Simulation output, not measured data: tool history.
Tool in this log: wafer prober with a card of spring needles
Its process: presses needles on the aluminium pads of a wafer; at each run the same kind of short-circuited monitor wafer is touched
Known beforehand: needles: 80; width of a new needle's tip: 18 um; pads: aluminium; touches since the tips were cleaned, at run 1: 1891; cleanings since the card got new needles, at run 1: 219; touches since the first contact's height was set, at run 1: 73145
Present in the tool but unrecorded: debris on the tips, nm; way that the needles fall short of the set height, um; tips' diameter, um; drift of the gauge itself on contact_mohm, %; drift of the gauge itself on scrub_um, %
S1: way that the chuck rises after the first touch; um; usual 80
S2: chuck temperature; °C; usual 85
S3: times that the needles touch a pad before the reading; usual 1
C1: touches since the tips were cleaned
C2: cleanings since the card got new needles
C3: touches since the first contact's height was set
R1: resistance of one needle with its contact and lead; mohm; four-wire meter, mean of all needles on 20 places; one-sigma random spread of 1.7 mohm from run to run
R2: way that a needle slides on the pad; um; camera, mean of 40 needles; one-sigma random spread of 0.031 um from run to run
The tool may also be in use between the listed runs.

| run | day | S1 | S2 | S3 | C1 | C2 | C3 | R1 | R2 |
|---|---|---|---|---|---|---|---|---|---|
| 1 | 0.000 | 80 | 85 | 1 | 1891 | 219 | 73145 | 194 | 12.06 |
|  | 0.121 | tips cleaned on abrasive film |
|  | 0.362 | tips cleaned on abrasive film |
|  | 0.658 | tips cleaned on abrasive film |
|  | 0.896 | tips cleaned on abrasive film |
|  | 1.029 | height of the first contact set anew |
|  | 1.150 | tips cleaned on abrasive film |
|  | 1.388 | tips cleaned on abrasive film |
|  | 1.629 | tips cleaned on abrasive film |
|  | 1.892 | tips cleaned on abrasive film |
| 2 | 1.892 | 80 | 85 | 1 | 0 | 227 | 9718 | 183 | 11.87 |
|  | 2.192 | tips cleaned on abrasive film |
|  | 2.429 | tips cleaned on abrasive film |
|  | 2.671 | tips cleaned on abrasive film |
|  | 2.908 | tips cleaned on abrasive film |
|  | 3.204 | tips cleaned on abrasive film |
|  | 3.504 | tips cleaned on abrasive film |
|  | 3.800 | tips cleaned on abrasive film |
|  | 4.100 | tips cleaned on abrasive film |
| 3 | 4.271 | 80 | 85 | 1 | 1990 | 235 | 36579 | 192 | 11.69 |
|  | 4.396 | tips cleaned on abrasive film |
|  | 4.633 | tips cleaned on abrasive film |
|  | 4.871 | tips cleaned on abrasive film |
|  | 5.112 | tips cleaned on abrasive film |
|  | 5.350 | tips cleaned on abrasive film |
|  | 5.650 | tips cleaned on abrasive film |
|  | 5.946 | tips cleaned on abrasive film |
|  | 6.183 | tips cleaned on abrasive film |
|  | 6.375 | height of the first contact set anew, once more |
|  | 6.438 | tips cleaned on abrasive film |
|  | 6.733 | tips cleaned on abrasive film |
| 4 | 6.908 | 80 | 85 | 1 | 1980 | 245 | 6013 | 190 | 12.38 |
|  | 7.029 | tips cleaned on abrasive film |
|  | 7.267 | tips cleaned on abrasive film |
|  | 7.508 | tips cleaned on abrasive film |
|  | 7.746 | tips cleaned on abrasive film |
|  | 7.983 | tips cleaned on abrasive film |
|  | 8.283 | tips cleaned on abrasive film |
|  | 8.521 | tips cleaned on abrasive film |
|  | 8.821 | tips cleaned on abrasive film |
|  | 9.058 | tips cleaned on abrasive film |
|  | 9.358 | tips cleaned on abrasive film |
| 5 | 9.550 | 80 | 85 | 1 | 2190 | 255 | 35763 | 194 | 12.24 |
|  | 9.612 | tips cleaned on abrasive film |
|  | 9.908 | tips cleaned on abrasive film |
|  | 10.146 | tips cleaned on abrasive film |
|  | 10.446 | tips cleaned on abrasive film |
|  | 10.683 | tips cleaned on abrasive film |
|  | 10.983 | tips cleaned on abrasive film |
|  | 11.221 | tips cleaned on abrasive film |
|  | 11.462 | tips cleaned on abrasive film |
|  | 11.700 | tips cleaned on abrasive film |
|  | 11.996 | tips cleaned on abrasive film |
|  | 12.238 | tips cleaned on abrasive film |
|  | 12.533 | tips cleaned on abrasive film |
|  | 12.775 | tips cleaned on abrasive film |
| 6 | 12.971 | 91 | 85 | 1 | 2258 | 268 | 74321 | 189 | 13.72 |
|  | 13.033 | tips cleaned on abrasive film |
|  | 13.329 | tips cleaned on abrasive film |
|  | 13.571 | tips cleaned on abrasive film |
|  | 13.867 | tips cleaned on abrasive film |
|  | 13.879 | height of the first contact set anew |
|  | 14.121 | tips cleaned on abrasive film |
|  | 14.417 | tips cleaned on abrasive film |
|  | 14.654 | tips cleaned on abrasive film |
|  | 14.896 | tips cleaned on abrasive film |
|  | 15.192 | tips cleaned on abrasive film |
|  | 15.492 | tips cleaned on abrasive film |
| 7 | 15.654 | 91 | 85 | 1 | 1875 | 278 | 20024 | 187 | 14.00 |
|  | 15.775 | tips cleaned on abrasive film |
|  | 16.017 | tips cleaned on abrasive film |
|  | 16.312 | tips cleaned on abrasive film |
|  | 16.550 | tips cleaned on abrasive film |
|  | 16.850 | tips cleaned on abrasive film |
|  | 17.088 | tips cleaned on abrasive film |
| 8 | 17.212 | 80 | 85 | 1 | 1408 | 284 | 37564 | 194 | 12.24 |
|  | 17.333 | tips cleaned on abrasive film |
|  | 17.571 | tips cleaned on abrasive film |
|  | 17.871 | tips cleaned on abrasive film |
|  | 18.108 | tips cleaned on abrasive film |
|  | 18.350 | tips cleaned on abrasive film |
|  | 18.646 | tips cleaned on abrasive film |
|  | 19.146 | card fitted with new needles |
|  | 19.383 | tips cleaned on abrasive film |
| 9 | 19.438 | 80 | 28 | 1 | 585 | 1 | 3274 | 167 | 12.33 |
|  | 19.675 | tips cleaned on abrasive film |
|  | 19.917 | tips cleaned on abrasive film |
|  | 20.154 | tips cleaned on abrasive film |
|  | 20.450 | tips cleaned on abrasive film |
|  | 20.692 | tips cleaned on abrasive film |
|  | 20.929 | tips cleaned on abrasive film |
|  | 21.167 | tips cleaned on abrasive film |
|  | 21.467 | tips cleaned on abrasive film |
|  | 21.704 | tips cleaned on abrasive film |
|  | 21.946 | tips cleaned on abrasive film |
|  | 22.242 | tips cleaned on abrasive film |
| 10 | 22.342 | 77 | 52 | 1 | 1160 | 12 | 36028 | 178 | 11.69 |
|  | 22.525 | tips cleaned on abrasive film |
|  | 22.762 | tips cleaned on abrasive film |
|  | 23.000 | tips cleaned on abrasive film |
|  | 23.300 | tips cleaned on abrasive film |
|  | 23.538 | tips cleaned on abrasive film |
|  | 23.779 | tips cleaned on abrasive film |
|  | 24.017 | tips cleaned on abrasive film |
|  | 24.254 | tips cleaned on abrasive film |
|  | 24.554 | tips cleaned on abrasive film |
|  | 24.792 | tips cleaned on abrasive film |
| 11 | 24.879 | 77 | 52 | 1 | 985 | 22 | 64573 | 179 | 11.66 |
|  | 25.058 | tips cleaned on abrasive film |
|  | 25.300 | tips cleaned on abrasive film |
|  | 25.596 | tips cleaned on abrasive film |
|  | 25.833 | tips cleaned on abrasive film |
|  | 26.133 | tips cleaned on abrasive film |
|  | 26.371 | tips cleaned on abrasive film |
|  | 26.671 | tips cleaned on abrasive film |
|  | 26.683 | height of the first contact set anew |
|  | 26.921 | tips cleaned on abrasive film |
|  | 27.158 | tips cleaned on abrasive film |
| 12 | 27.179 | 80 | 74 | 1 | 207 | 31 | 5585 | 174 | 12.39 |
|  | 27.417 | tips cleaned on abrasive film |
|  | 27.717 | tips cleaned on abrasive film |
|  | 28.012 | tips cleaned on abrasive film |
|  | 28.250 | tips cleaned on abrasive film |
|  | 28.550 | tips cleaned on abrasive film |
|  | 28.846 | tips cleaned on abrasive film |
|  | 29.088 | tips cleaned on abrasive film |
|  | 29.383 | tips cleaned on abrasive film |
|  | 29.683 | tips cleaned on abrasive film |
|  | 29.921 | tips cleaned on abrasive film |
|  | 30.221 | tips cleaned on abrasive film |
|  | 30.517 | tips cleaned on abrasive film |
| 13 | 30.579 | 78 | 85 | 3 | 734 | 43 | 43962 | 178 | 11.89 |
|  | 30.762 | tips cleaned on abrasive film |
|  | 31.000 | tips cleaned on abrasive film |
|  | 31.238 | tips cleaned on abrasive film |
|  | 31.538 | tips cleaned on abrasive film |
|  | 31.775 | tips cleaned on abrasive film |
|  | 32.017 | tips cleaned on abrasive film |
|  | 32.312 | tips cleaned on abrasive film |
|  | 32.554 | tips cleaned on abrasive film |
|  | 32.792 | tips cleaned on abrasive film |
|  | 33.029 | tips cleaned on abrasive film |
|  | 33.329 | tips cleaned on abrasive film |
|  | 33.567 | tips cleaned on abrasive film |
|  | 33.867 | tips cleaned on abrasive film |
| 14 | 34.008 | 78 | 85 | 1 | 1625 | 56 | 82563 | 184 | 11.71 |
|  | 34.129 | tips cleaned on abrasive film |
|  | 34.200 | height of the first contact set anew |
|  | 34.438 | tips cleaned on abrasive film |
|  | 34.679 | tips cleaned on abrasive film |
|  | 34.917 | tips cleaned on abrasive film |
|  | 35.154 | tips cleaned on abrasive film |
|  | 35.396 | tips cleaned on abrasive film |
|  | 35.692 | tips cleaned on abrasive film |
| 15 | 35.788 | 84 | 100 | 2 | 1106 | 63 | 17911 | 183 | 12.95 |
|  | 35.971 | tips cleaned on abrasive film |
|  | 36.208 | tips cleaned on abrasive film |
|  | 36.508 | tips cleaned on abrasive film |
|  | 36.746 | tips cleaned on abrasive film |
|  | 37.042 | tips cleaned on abrasive film |
|  | 37.283 | tips cleaned on abrasive film |
|  | 37.579 | tips cleaned on abrasive film |
|  | 37.879 | tips cleaned on abrasive film |
|  | 38.175 | tips cleaned on abrasive film |
|  | 38.417 | tips cleaned on abrasive film |
|  | 38.712 | tips cleaned on abrasive film |
| 16 | 38.846 | 84 | 100 | 2 | 1513 | 74 | 52361 | 183 | 12.77 |
|  | 38.967 | tips cleaned on abrasive film |
|  | 39.262 | tips cleaned on abrasive film |
|  | 39.504 | tips cleaned on abrasive film |
|  | 39.800 | tips cleaned on abrasive film |
|  | 40.100 | tips cleaned on abrasive film |
|  | 40.396 | tips cleaned on abrasive film |
|  | 40.696 | tips cleaned on abrasive film |
|  | 40.933 | tips cleaned on abrasive film |
|  | 41.229 | tips cleaned on abrasive film |
|  | 41.529 | tips cleaned on abrasive film |
|  | 41.717 | height of the first contact set anew |
|  | 41.779 | tips cleaned on abrasive film |
|  | 42.021 | tips cleaned on abrasive film |
|  | 42.262 | tips cleaned on abrasive film |
| 17 | 42.262 | 80 | 34 | 1 | 0 | 87 | 6090 | 174 | 12.33 |

Selected run-to-run steps in R1, each split into two signed amounts: the part the tool would show with no hidden state at all (from settings, incoming material and random variation), and the remainder, which goes to the hidden state together with any gauge scatter not common to the measured and the hidden-state-free results:
Run 2 -> 3: tips cleaned on abrasive film, tips cleaned on abrasive film, tips cleaned on abrasive film, tips cleaned on abrasive film, tips cleaned on abrasive film, tips cleaned on abrasive film, tips cleaned on abrasive film, tips cleaned on abrasive film. R1 +9 mohm: hidden state +13, all else -4.
Run 8 -> 9: S2 85 -> 28, tips cleaned on abrasive film, tips cleaned on abrasive film, tips cleaned on abrasive film, tips cleaned on abrasive film, tips cleaned on abrasive film, tips cleaned on abrasive film, card fitted with new needles, tips cleaned on abrasive film. R1 -27 mohm: hidden state -13, all else -14.
